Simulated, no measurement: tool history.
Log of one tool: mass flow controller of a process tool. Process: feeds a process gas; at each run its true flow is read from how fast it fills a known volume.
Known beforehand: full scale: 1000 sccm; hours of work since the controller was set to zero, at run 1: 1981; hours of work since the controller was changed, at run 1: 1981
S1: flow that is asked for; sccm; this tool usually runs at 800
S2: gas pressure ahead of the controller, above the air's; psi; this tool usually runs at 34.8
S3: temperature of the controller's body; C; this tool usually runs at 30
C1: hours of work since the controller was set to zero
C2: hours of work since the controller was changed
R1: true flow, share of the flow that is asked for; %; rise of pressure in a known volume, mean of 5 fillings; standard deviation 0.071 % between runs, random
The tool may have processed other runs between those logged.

run      day   S1    S2  S3    C1    C2     R1
  1    0.000  800  34.8  30  1981  1981  99.62
  2    4.246  800  34.8  30  2033  2033  99.50
  3   10.029  800  34.8  27  2104  2104  99.51
  4   15.112  800  34.8  30  2166  2166  99.43
  5   24.033  800  34.8  30  2275  2275  99.34
  6   31.850  105  34.8  30  2371  2371  98.51
  7   37.204  800  34.8  30  2437  2437  99.29
  8   45.538  800  34.8  30  2539  2539  99.08
  9   54.196  800  34.8  30  2645  2645  99.05
 10   58.700  800  34.8  30  2700  2700  99.02
 11   66.354  800  34.8  33  2794  2794  99.11
 12   71.900  800  34.8  33  2862  2862  98.85
 13   81.392  800  27.7  30  2978  2978  99.12
 14   89.696  800  27.7  30  3080  3080  99.01
 15   94.071  131  34.8  30  3133  3133  98.00
 16   99.171  156  34.8  30  3196  3196  97.98
 17  105.892  156  34.8  30  3278  3278  98.03
 18  112.788  156  34.8  30  3363  3363  97.80
 19  120.058  156  34.2  30  3452  3452  97.67
 20  125.575  800  34.8  30  3519  3519  98.44
 21  132.238  800  34.8  38  3601  3601  98.52
 22  139.775  800  34.8  38  3693  3693  98.46
 23  146.138  418  34.8  30  3771  3771  97.67
 24  150.967  418  34.8  30  3830  3830  97.66
 25  156.946  418  34.8  30  3903  3903  97.66
 26  164.800  800  23.6  23  4000  4000  98.24
 27  171.225  790  26.3  31  4078  4078  98.22
 28  176.142  800  38.3  23  4139  4139  97.44
 29  182.988  800  36.0  26  4222  4222  97.66
 30  190.600  800  36.0  26  4316  4316  97.58
 31  199.754  395  34.8  26  4428  4428  97.01
 32  207.767  395  34.8  26  4526  4526  96.90
 33  211.996  395  24.2  25  4578  4578  97.33
 34  219.288  245  28.0  25  4667  4667  97.06
 35  227.712  245  28.0  25  4770  4770  97.04
 36  233.879  231  34.8  30  4846  4846  96.65
 37  242.558  474  23.6  39  4952  4952  97.53
 38  249.792  118  34.8  36  5041  5041  96.53
 39  258.883  111  29.2  24  5152  5152  96.24
 40  267.512  800  37.6  35  5258  5258  96.92
     271.196  -- gauge calibrated
 41  272.771  800  37.6  35  5322  5322  99.64
 42  279.583  124  25.4  22  5406  5406  98.97
 43  284.133  105  34.8  21  5462  5462  98.49
     288.700  -- controller's zero set anew
 44  291.579  229  24.1  31    35  5553  99.28
 45  296.221  571  24.1  22    92  5609  99.40
 46  303.771  316  28.4  30   185  5702  98.98
 47  309.579  145  31.0  24   256  5773  98.52
 48  314.229  270  31.0  39   313  5830  99.04
 49  318.971  881  29.3  30   371  5888  99.52

Below, some changes in R1 between adjacent runs. For each, the amount present without the hidden state too (settings, incoming material, random variation) and the amount remaining for the hidden state with gauge scatter not shared by both compared results:
Hidden state at play: flow at rest that the sensor doesn't see, % of full scale; true flow over the shown one, %; drift of the gauge itself on true_pct, %.
Run 5 -> 6: S1 800 -> 105. R1 -0.83 %: hidden state -0.10, all else -0.73.
Run 12 -> 13: S2 34.8 -> 27.7, S3 33 -> 30. R1 +0.27 %: hidden state -0.10, all else +0.37.
Run 14 -> 15: S1 800 -> 131, S2 27.7 -> 34.8. R1 -1.01 %: hidden state -0.04, all else -0.97.
Run 37 -> 38: S1 474 -> 118, S2 23.6 -> 34.8, S3 39 -> 36. R1 -1.00 %: hidden state -0.07, all else -0.93.
Run 40 -> 41: gauge calibrated. R1 +2.72 %: hidden state +2.67, all else +0.05.

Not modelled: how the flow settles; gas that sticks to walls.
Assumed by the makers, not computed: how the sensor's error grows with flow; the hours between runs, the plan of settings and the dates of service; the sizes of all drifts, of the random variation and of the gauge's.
